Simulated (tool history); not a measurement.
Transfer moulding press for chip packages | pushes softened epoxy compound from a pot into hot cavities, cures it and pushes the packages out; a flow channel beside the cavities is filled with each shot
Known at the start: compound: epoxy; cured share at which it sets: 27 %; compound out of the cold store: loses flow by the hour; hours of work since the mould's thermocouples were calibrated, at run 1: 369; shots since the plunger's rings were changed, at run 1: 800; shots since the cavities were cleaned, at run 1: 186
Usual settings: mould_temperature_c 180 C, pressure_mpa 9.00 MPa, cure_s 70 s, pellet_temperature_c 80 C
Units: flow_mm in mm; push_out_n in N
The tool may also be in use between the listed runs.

run	hour	mould_temperature_c	pressure_mpa	cure_s	pellet_temperature_c	hours of work since the mould's thermocouples were calibrated	shots since the plunger's rings were changed	shots since the cavities were cleaned	incoming compound's hours out of the cold store	flow_mm	push_out_n
1	0.0	180	9.00	70	80	369	800	186	31.4	534	426
# hour 20.0: cavities cleaned with cleaning compound and waxed
# hour 51.4: cavities cleaned with cleaning compound and waxed
# hour 78.0: mould's thermocouples calibrated
# hour 85.7: cavities cleaned with cleaning compound and waxed
2	103.9	180	9.00	109	80	18	2743	364	14.0	589	280
# hour 116.3: cavities cleaned with cleaning compound and waxed
# hour 148.1: cavities cleaned with cleaning compound and waxed
3	152.0	180	9.00	109	80	52	3642	76	43.4	472	210
# hour 175.3: cavities cleaned with cleaning compound and waxed
# hour 190.1: plunger's sealing rings changed
# hour 208.6: cavities cleaned with cleaning compound and waxed
4	212.9	180	9.00	109	80	93	425	84	26.3	565	216
# hour 237.8: mould's thermocouples calibrated, once more
# hour 239.3: cavities cleaned with cleaning compound and waxed
# hour 269.3: cavities cleaned with cleaning compound and waxed
# hour 301.5: cavities cleaned with cleaning compound and waxed
5	315.2	180	9.00	109	80	54	2338	274	38.3	502	277
# hour 333.4: cavities cleaned with cleaning compound and waxed
# hour 363.8: cavities cleaned with cleaning compound and waxed
6	386.2	180	9.00	109	80	105	3694	448	11.1	583	296
# hour 394.1: cavities cleaned with cleaning compound and waxed
# hour 421.2: plunger's sealing rings changed
# hour 422.7: cavities cleaned with cleaning compound and waxed
# hour 451.3: cavities cleaned with cleaning compound and waxed
7	463.3	180	9.00	109	80	157	780	240	8.6	623	277
# hour 483.1: cavities cleaned with cleaning compound and waxed
# hour 512.1: cavities cleaned with cleaning compound and waxed
# hour 543.8: cavities cleaned with cleaning compound and waxed
# hour 571.0: cavities cleaned with cleaning compound and waxed
8	571.0	180	9.00	109	80	233	2809	0	47.6	464	167
# hour 601.7: cavities cleaned with cleaning compound and waxed
# hour 627.7: cavities cleaned with cleaning compound and waxed
9	635.9	180	9.00	109	80	279	4044	162	17.8	557	243
# hour 649.8: plunger's sealing rings changed
# hour 656.9: cavities cleaned with cleaning compound and waxed
# hour 687.2: cavities cleaned with cleaning compound and waxed
10	703.5	180	9.00	109	79	325	1012	325	26.0	555	281
# hour 716.5: cavities cleaned with cleaning compound and waxed
# hour 746.9: cavities cleaned with cleaning compound and waxed
# hour 779.1: cavities cleaned with cleaning compound and waxed
# hour 806.6: cavities cleaned with cleaning compound and waxed
11	806.6	180	9.00	109	79	398	2950	0	9.1	600	172
# hour 838.8: cavities cleaned with cleaning compound and waxed
# hour 846.9: mould's thermocouples calibrated
# hour 871.2: cavities cleaned with cleaning compound and waxed
# hour 879.8: plunger's sealing rings changed
12	885.6	180	9.00	70	80	26	114	237	23.3	568	499
# hour 905.5: cavities cleaned with cleaning compound and waxed
# hour 934.6: cavities cleaned with cleaning compound and waxed
13	934.6	180	8.78	81	80	60	1033	0	45.8	475	193
# hour 964.9: cavities cleaned with cleaning compound and waxed
14	983.6	180	9.00	70	75	96	1981	373	43.0	490	505
# hour 996.9: cavities cleaned with cleaning compound and waxed
# hour 1026.1: cavities cleaned with cleaning compound and waxed
# hour 1058.3: cavities cleaned with cleaning compound and waxed
15	1074.3	187	9.00	100	79	160	3701	319	29.3	509	273
# hour 1086.5: cavities cleaned with cleaning compound and waxed
# hour 1107.4: plunger's sealing rings changed
# hour 1120.1: cavities cleaned with cleaning compound and waxed
# hour 1149.5: cavities cleaned with cleaning compound and waxed
16	1173.5	180	9.36	106	82	228	1258	478	27.4	563	302
# hour 1179.7: cavities cleaned with cleaning compound and waxed
# hour 1209.8: cavities cleaned with cleaning compound and waxed
# hour 1240.3: cavities cleaned with cleaning compound and waxed
17	1243.0	185	10.92	71	80	277	2556	55	43.3	520	247
# hour 1267.6: cavities cleaned with cleaning compound and waxed
18	1288.0	187	7.39	53	71	309	3423	408	11.8	519	864
# hour 1294.3: cavities cleaned with cleaning compound and waxed
# hour 1324.7: cavities cleaned with cleaning compound and waxed
# hour 1339.5: plunger's sealing rings changed
19	1345.5	187	7.39	53	71	348	119	363	27.6	490	733
# hour 1358.0: cavities cleaned with cleaning compound and waxed
# hour 1389.2: cavities cleaned with cleaning compound and waxed
# hour 1417.2: cavities cleaned with cleaning compound and waxed
20	1427.2	173	9.44	68	83	405	1660	200	20.4	609	817
# hour 1447.2: cavities cleaned with cleaning compound and waxed
# hour 1455.4: mould's thermocouples calibrated
# hour 1478.8: cavities cleaned with cleaning compound and waxed
21	1479.6	173	9.44	70	83	17	2606	16	16.9	604	539
# hour 1508.3: cavities cleaned with cleaning compound and waxed
# hour 1540.6: cavities cleaned with cleaning compound and waxed
# hour 1571.5: plunger's sealing rings changed
# hour 1573.0: cavities cleaned with cleaning compound and waxed
22	1576.6	173	9.44	82	83	84	73	73	40.5	537	390
# hour 1602.7: cavities cleaned with cleaning compound and waxed
# hour 1635.0: cavities cleaned with cleaning compound and waxed
# hour 1664.3: cavities cleaned with cleaning compound and waxed
23	1674.0	173	9.44	82	83	153	1926	194	10.7	644	501

Hidden state at the last listed run before each entry between runs and at the first one after, where it differs:
Between runs 1 and 2: cavities cleaned with cleaning compound and waxed (hour 20.0); cavities cleaned with cleaning compound and waxed (hour 51.4); mould's thermocouples calibrated (hour 78.0); cavities cleaned with cleaning compound and waxed (hour 85.7)
  true mould temperature over the reading, C: 0.58 -> 1; pressure that reaches the compound, % of what is set: 97.53 -> 92.06; grip of the stained cavities, % over clean ones': 55.4 -> 76.1
  measured less the result without the state, flow_mm: -7 -> -27 mm; push_out_n: +141 -> +121 N
Between runs 2 and 3: cavities cleaned with cleaning compound and waxed (hour 116.3); cavities cleaned with cleaning compound and waxed (hour 148.1)
  true mould temperature over the reading, C: 1 -> 1.04; pressure that reaches the compound, % of what is set: 92.06 -> 89.56; grip of the stained cavities, % over clean ones': 76.1 -> 21.4
  measured less the result without the state, flow_mm: -27 -> -29 mm; push_out_n: +121 -> +35 N
Between runs 3 and 4: cavities cleaned with cleaning compound and waxed (hour 175.3); plunger's sealing rings changed (hour 190.1); cavities cleaned with cleaning compound and waxed (hour 208.6)
  true mould temperature over the reading, C: 1.04 -> 1.09; pressure that reaches the compound, % of what is set: 89.56 -> 98.37; grip of the stained cavities, % over clean ones': 21.4 -> 31.7
  measured less the result without the state, flow_mm: -29 -> -7 mm; push_out_n: +35 -> +50 N
Between runs 4 and 5: mould's thermocouples calibrated, once more (hour 237.8); cavities cleaned with cleaning compound and waxed (hour 239.3); cavities cleaned with cleaning compound and waxed (hour 269.3); cavities cleaned with cleaning compound and waxed (hour 301.5)
  true mould temperature over the reading, C: 1.09 -> 0.07; pressure that reaches the compound, % of what is set: 98.37 -> 92.69; grip of the stained cavities, % over clean ones': 31.7 -> 64.9
  measured less the result without the state, flow_mm: -7 -> -19 mm; push_out_n: +50 -> +109 N
Between runs 5 and 6: cavities cleaned with cleaning compound and waxed (hour 333.4); cavities cleaned with cleaning compound and waxed (hour 363.8)
  true mould temperature over the reading, C: 0.07 -> 0.14; pressure that reaches the compound, % of what is set: 92.69 -> 88.55; grip of the stained cavities, % over clean ones': 64.9 -> 82.9
  measured less the result without the state, flow_mm: -19 -> -37 mm; push_out_n: +109 -> +137 N
Between runs 6 and 7: cavities cleaned with cleaning compound and waxed (hour 394.1); plunger's sealing rings changed (hour 421.2); cavities cleaned with cleaning compound and waxed (hour 422.7); cavities cleaned with cleaning compound and waxed (hour 451.3)
  true mould temperature over the reading, C: 0.14 -> 0.2; pressure that reaches the compound, % of what is set: 88.55 -> 97.41; grip of the stained cavities, % over clean ones': 82.9 -> 65.6
  measured less the result without the state, flow_mm: -37 -> -9 mm; push_out_n: +137 -> +108 N
Between runs 7 and 8: cavities cleaned with cleaning compound and waxed (hour 483.1); cavities cleaned with cleaning compound and waxed (hour 512.1); cavities cleaned with cleaning compound and waxed (hour 543.8); cavities cleaned with cleaning compound and waxed (hour 571.0)
  true mould temperature over the reading, C: 0.2 -> 0.29; pressure that reaches the compound, % of what is set: 97.41 -> 91.25; grip of the stained cavities, % over clean ones': 65.6 -> 0.9
  measured less the result without the state, flow_mm: -9 -> -22 mm; push_out_n: +108 -> +1 N
Between runs 8 and 9: cavities cleaned with cleaning compound and waxed (hour 601.7); cavities cleaned with cleaning compound and waxed (hour 627.7)
  true mould temperature over the reading, C: 0.29 -> 0.35; pressure that reaches the compound, % of what is set: 91.25 -> 87.57; grip of the stained cavities, % over clean ones': 0.9 -> 48.2
  measured less the result without the state, flow_mm: -22 -> -40 mm; push_out_n: +1 -> +79 N
Between runs 9 and 10: plunger's sealing rings changed (hour 649.8); cavities cleaned with cleaning compound and waxed (hour 656.9); cavities cleaned with cleaning compound and waxed (hour 687.2)
  true mould temperature over the reading, C: 0.35 -> 0.41; pressure that reaches the compound, % of what is set: 87.57 -> 96.67; grip of the stained cavities, % over clean ones': 48.2 -> 73.9
  measured less the result without the state, flow_mm: -40 -> -10 mm; push_out_n: +79 -> +122 N
Between runs 10 and 11: cavities cleaned with cleaning compound and waxed (hour 716.5); cavities cleaned with cleaning compound and waxed (hour 746.9); cavities cleaned with cleaning compound and waxed (hour 779.1); cavities cleaned with cleaning compound and waxed (hour 806.6)
  true mould temperature over the reading, C: 0.41 -> 0.5; pressure that reaches the compound, % of what is set: 96.67 -> 90.7; grip of the stained cavities, % over clean ones': 73.9 -> 2.9
  measured less the result without the state, flow_mm: -10 -> -32 mm; push_out_n: +122 -> +4 N
Between runs 11 and 12: cavities cleaned with cleaning compound and waxed (hour 838.8); mould's thermocouples calibrated (hour 846.9); cavities cleaned with cleaning compound and waxed (hour 871.2); plunger's sealing rings changed (hour 879.8)
  true mould temperature over the reading, C: 0.5 -> -0.07; pressure that reaches the compound, % of what is set: 90.7 -> 98.72; grip of the stained cavities, % over clean ones': 2.9 -> 58.5
  measured less the result without the state, flow_mm: -32 -> -3 mm; push_out_n: +4 -> +184 N
Between runs 12 and 13: cavities cleaned with cleaning compound and waxed (hour 905.5); cavities cleaned with cleaning compound and waxed (hour 934.6)
  true mould temperature over the reading, C: -0.07 -> -0.03; pressure that reaches the compound, % of what is set: 98.72 -> 96.19; grip of the stained cavities, % over clean ones': 58.5 -> 0.4
  measured less the result without the state, flow_mm: -3 -> -10 mm; push_out_n: +184 -> +1 N
Between runs 13 and 14: cavities cleaned with cleaning compound and waxed (hour 964.9)
  true mould temperature over the reading, C: -0.03 -> 0.02; pressure that reaches the compound, % of what is set: 96.19 -> 93.24; grip of the stained cavities, % over clean ones': 0.4 -> 77.2
  measured less the result without the state, flow_mm: -10 -> -18 mm; push_out_n: +1 -> +218 N
Between runs 14 and 15: cavities cleaned with cleaning compound and waxed (hour 996.9); cavities cleaned with cleaning compound and waxed (hour 1026.1); cavities cleaned with cleaning compound and waxed (hour 1058.3)
  true mould temperature over the reading, C: 0.02 -> 0.1; pressure that reaches the compound, % of what is set: 93.24 -> 88.33; grip of the stained cavities, % over clean ones': 77.2 -> 68.1
  measured less the result without the state, flow_mm: -18 -> -32 mm; push_out_n: +218 -> +110 N
Between runs 15 and 16: cavities cleaned with cleaning compound and waxed (hour 1086.5); plunger's sealing rings changed (hour 1107.4); cavities cleaned with cleaning compound and waxed (hour 1120.1); cavities cleaned with cleaning compound and waxed (hour 1149.5)
  true mould temperature over the reading, C: 0.1 -> 0.19; pressure that reaches the compound, % of what is set: 88.33 -> 96.14; grip of the stained cavities, % over clean ones': 68.1 -> 89.1
  measured less the result without the state, flow_mm: -32 -> -12 mm; push_out_n: +110 -> +143 N
Between runs 16 and 17: cavities cleaned with cleaning compound and waxed (hour 1179.7); cavities cleaned with cleaning compound and waxed (hour 1209.8); cavities cleaned with cleaning compound and waxed (hour 1240.3)
  true mould temperature over the reading, C: 0.19 -> 0.24; pressure that reaches the compound, % of what is set: 96.14 -> 92.63; grip of the stained cavities, % over clean ones': 89.1 -> 20.9
  measured less the result without the state, flow_mm: -12 -> -20 mm; push_out_n: +143 -> +40 N
Between runs 17 and 18: cavities cleaned with cleaning compound and waxed (hour 1267.6)
  true mould temperature over the reading, C: 0.24 -> 0.29; pressure that reaches the compound, % of what is set: 92.63 -> 90; grip of the stained cavities, % over clean ones': 20.9 -> 81.4
  measured less the result without the state, flow_mm: -20 -> -29 mm; push_out_n: +40 -> +380 N
Between runs 18 and 19: cavities cleaned with cleaning compound and waxed (hour 1294.3); cavities cleaned with cleaning compound and waxed (hour 1324.7); plunger's sealing rings changed (hour 1339.5)
  true mould temperature over the reading, C: 0.29 -> 0.34; pressure that reaches the compound, % of what is set: 90 -> 98.77; grip of the stained cavities, % over clean ones': 81.4 -> 70.3
  measured less the result without the state, flow_mm: -29 -> -4 mm; push_out_n: +380 -> +293 N
Between runs 19 and 20: cavities cleaned with cleaning compound and waxed (hour 1358.0); cavities cleaned with cleaning compound and waxed (hour 1389.2); cavities cleaned with cleaning compound and waxed (hour 1417.2)
  true mould temperature over the reading, C: 0.34 -> 0.41; pressure that reaches the compound, % of what is set: 98.77 -> 94.73; grip of the stained cavities, % over clean ones': 70.3 -> 55.9
  measured less the result without the state, flow_mm: -4 -> -18 mm; push_out_n: +293 -> +280 N
Between runs 20 and 21: cavities cleaned with cleaning compound and waxed (hour 1447.2); mould's thermocouples calibrated (hour 1455.4); cavities cleaned with cleaning compound and waxed (hour 1478.8)
  true mould temperature over the reading, C: 0.41 -> 0.27; pressure that reaches the compound, % of what is set: 94.73 -> 92.16; grip of the stained cavities, % over clean ones': 55.9 -> 8
  measured less the result without the state, flow_mm: -18 -> -25 mm; push_out_n: +280 -> +30 N
Between runs 21 and 22: cavities cleaned with cleaning compound and waxed (hour 1508.3); cavities cleaned with cleaning compound and waxed (hour 1540.6); plunger's sealing rings changed (hour 1571.5); cavities cleaned with cleaning compound and waxed (hour 1573.0)
  true mould temperature over the reading, C: 0.27 -> 0.36; pressure that reaches the compound, % of what is set: 92.16 -> 99.29; grip of the stained cavities, % over clean ones': 8 -> 26.8
  measured less the result without the state, flow_mm: -25 -> -3 mm; push_out_n: +30 -> +75 N
Between runs 22 and 23: cavities cleaned with cleaning compound and waxed (hour 1602.7); cavities cleaned with cleaning compound and waxed (hour 1635.0); cavities cleaned with cleaning compound and waxed (hour 1664.3)
  true mould temperature over the reading, C: 0.36 -> 0.44; pressure that reaches the compound, % of what is set: 99.29 -> 94.02; grip of the stained cavities, % over clean ones': 26.8 -> 46.4
  measured less the result without the state, flow_mm: -3 -> -22 mm; push_out_n: +75 -> +147 N

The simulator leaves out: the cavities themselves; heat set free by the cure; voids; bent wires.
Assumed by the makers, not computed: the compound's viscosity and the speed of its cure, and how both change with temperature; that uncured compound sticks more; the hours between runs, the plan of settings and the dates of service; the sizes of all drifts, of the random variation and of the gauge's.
